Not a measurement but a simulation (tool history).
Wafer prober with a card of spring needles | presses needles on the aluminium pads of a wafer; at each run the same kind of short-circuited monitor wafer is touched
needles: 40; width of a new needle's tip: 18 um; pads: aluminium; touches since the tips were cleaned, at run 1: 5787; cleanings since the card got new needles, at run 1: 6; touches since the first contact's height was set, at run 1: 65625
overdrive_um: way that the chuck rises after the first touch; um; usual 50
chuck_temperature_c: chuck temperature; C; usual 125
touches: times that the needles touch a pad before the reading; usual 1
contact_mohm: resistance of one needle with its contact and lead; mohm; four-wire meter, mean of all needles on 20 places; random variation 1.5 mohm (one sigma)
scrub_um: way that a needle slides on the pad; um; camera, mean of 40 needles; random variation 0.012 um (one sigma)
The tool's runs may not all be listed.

run   hour  overdrive_um  chuck_temperature_c  touches  touches since the tips were cleaned  cleanings since the card got new needles  touches since the first contact's height was set  contact_mohm  scrub_um
  1      0            50                  125        1                                 5787                                         6                                             65625           378     10.41
        13  -- tips cleaned on abrasive film
  2   19.3            45                  125        1                                 1652                                         7                                             70677           329      9.38
      34.1  -- height of the first contact set anew
  3     36            62                  125        1                                 5959                                         7                                               514           292     13.05
      48.1  -- tips cleaned on abrasive film
  4   57.8            62                  125        1                                 2559                                         8                                              6222           266     13.01
  5   68.3            62                  125        1                                 5318                                         8                                              8981           285     13.04
        83  -- tips cleaned on abrasive film
  6   87.4            62                  125        1                                 1149                                         9                                             13954           217        13
  7  109.3            62                  125        1                                 6910                                         9                                             19715           294     12.99
     117.5  -- tips cleaned on abrasive film
  8    123            36                  125        1                                 1456                                        10                                             23296           417      7.51
  9    134            36                  125        1                                 4348                                        10                                             26188           578      7.51
 10  146.8            36                   37        1                                 7699                                        10                                             29539           650      7.51
     152.5  -- tips cleaned on abrasive film
 11  169.1            50                   40        1                                 4368                                        11                                             35388           391     10.42
     186.7  -- tips cleaned on abrasive film
 12  186.7            50                   40        1                                    0                                        12                                             39964           149      10.4
 13  201.1            50                   40        1                                 3788                                        12                                             43752           375     10.43
 14    213            50                   40        1                                 6927                                        12                                             46891           411     10.42
     221.1  -- tips cleaned on abrasive film
 15  236.4            68                  125        1                                 4010                                        13                                             53012           261     14.17
     256.5  -- tips cleaned on abrasive film
 16    257            37                  125        2                                  121                                        14                                             58387           191      7.67
 17  280.3            50                  125        3                                 6242                                        14                                             64508           226      10.4
     291.2  -- tips cleaned on abrasive film
 18  302.2            50                  125        3                                 2891                                        15                                             70236           212     10.37
     318.7  -- height of the first contact set anew
 19    322            35                   71        2                                 8035                                        15                                               881           454      7.34
     326.3  -- tips cleaned on abrasive film
 20  337.6            35                   88        2                                 2964                                        16                                              4934           403      7.34
 21  356.1            50                   39        1                                 7840                                        16                                              9810           410     10.49
       362  -- tips cleaned on abrasive film
 22  377.8            50                  118        1                                 4159                                        17                                             15489           371     10.48
 23  394.4            42                  118        2                                 8510                                        17                                             19840           351      8.77
     396.4  -- tips cleaned on abrasive film
 24  406.1            42                  118        2                                 2533                                        18                                             22879           313      8.81
 25    421            42                  118        2                                 6458                                        18                                             26804           348       8.8
     432.1  -- tips cleaned on abrasive film
 26    437            42                  118        2                                 1295                                        19                                             30995           272      8.76
 27  448.9            42                  118        2                                 4421                                        19                                             34121           346      8.78

Forecast each of these 5 alternatives for the next run:
  A   463            61                   54        1                                 8117                                        19                                             37817             ?         ?
  B   463            50                   46        1                                 8117                                        19                                             37817             ?         ?
  C   463            50                  125        1                                 8117                                        19                                             37817             ?         ?
  D   463            55                  125        1                                 8117                                        19                                             37817             ?         ?
  E   463            61                  115        2                                 8117                                        19                                             37817             ?         ?

run  contact_mohm  scrub_um
  A           313     12.78
  B           412     10.47
  C           391     10.47
  D           346     11.49
  E           238     12.79
Without the tool's hidden state the same runs would have given:
run  contact_mohm  scrub_um
  A           119     12.84
  B           124     10.53
  C           138     10.52
  D           135     11.54
  E           131     12.84
